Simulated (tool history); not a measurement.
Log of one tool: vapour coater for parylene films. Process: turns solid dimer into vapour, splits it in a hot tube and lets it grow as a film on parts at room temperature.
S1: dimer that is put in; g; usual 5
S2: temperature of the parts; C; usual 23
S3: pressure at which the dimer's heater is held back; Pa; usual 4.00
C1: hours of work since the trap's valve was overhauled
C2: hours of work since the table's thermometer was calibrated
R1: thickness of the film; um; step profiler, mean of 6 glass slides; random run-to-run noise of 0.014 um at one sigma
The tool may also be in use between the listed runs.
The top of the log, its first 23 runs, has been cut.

{"run": 24, "hour": 283.6, "S1": 3, "S2": 30, "S3": 4.67, "C1": 162, "C2": 428, "R1": 0.52}
{"run": 25, "hour": 292.9, "S1": 7, "S2": 23, "S3": 4.0, "C1": 170, "C2": 436, "R1": 1.56}
{"run": 26, "hour": 308.4, "S1": 7, "S2": 23, "S3": 4.0, "C1": 184, "C2": 450, "R1": 1.54}
{"run": 27, "hour": 321.9, "S1": 3, "S2": 27, "S3": 4.0, "C1": 195, "C2": 461, "R1": 0.58}
{"run": 28, "hour": 333.6, "S1": 3, "S2": 27, "S3": 4.0, "C1": 205, "C2": 471, "R1": 0.62}
{"run": 29, "hour": 345.0, "S1": 5, "S2": 25, "S3": 2.36, "C1": 215, "C2": 481, "R1": 1.11}
{"run": 30, "hour": 355.0, "S1": 3, "S2": 28, "S3": 2.36, "C1": 224, "C2": 490, "R1": 0.6}
{"run": 31, "hour": 364.7, "S1": 5, "S2": 17, "S3": 2.43, "C1": 232, "C2": 498, "R1": 1.43}
{"run": 32, "hour": 382.7, "S1": 4, "S2": 27, "S3": 4.0, "C1": 248, "C2": 514, "R1": 0.79}

Alternative continuations, all from the tool just after run 32; predict every row:
{"run": "A", "hour": 399.3, "S1": 4, "S2": 27, "S3": 4.0, "C1": 262, "C2": 528, "R1": "?"}
{"run": "B", "hour": 399.3, "S1": 4, "S2": 27, "S3": 9.33, "C1": 262, "C2": 528, "R1": "?"}
{"run": "C", "hour": 399.3, "S1": 5, "S2": 28, "S3": 4.0, "C1": 262, "C2": 528, "R1": "?"}
{"run": "D", "hour": 399.3, "S1": 5, "S2": 32, "S3": 4.0, "C1": 262, "C2": 528, "R1": "?"}

run=A R1=0.77
run=B R1=0.70
run=C R1=0.95
run=D R1=0.82
What these runs would have given with no unlogged condition in the tool:
run=A R1=0.77
run=B R1=0.70
run=C R1=0.95
run=D R1=0.82

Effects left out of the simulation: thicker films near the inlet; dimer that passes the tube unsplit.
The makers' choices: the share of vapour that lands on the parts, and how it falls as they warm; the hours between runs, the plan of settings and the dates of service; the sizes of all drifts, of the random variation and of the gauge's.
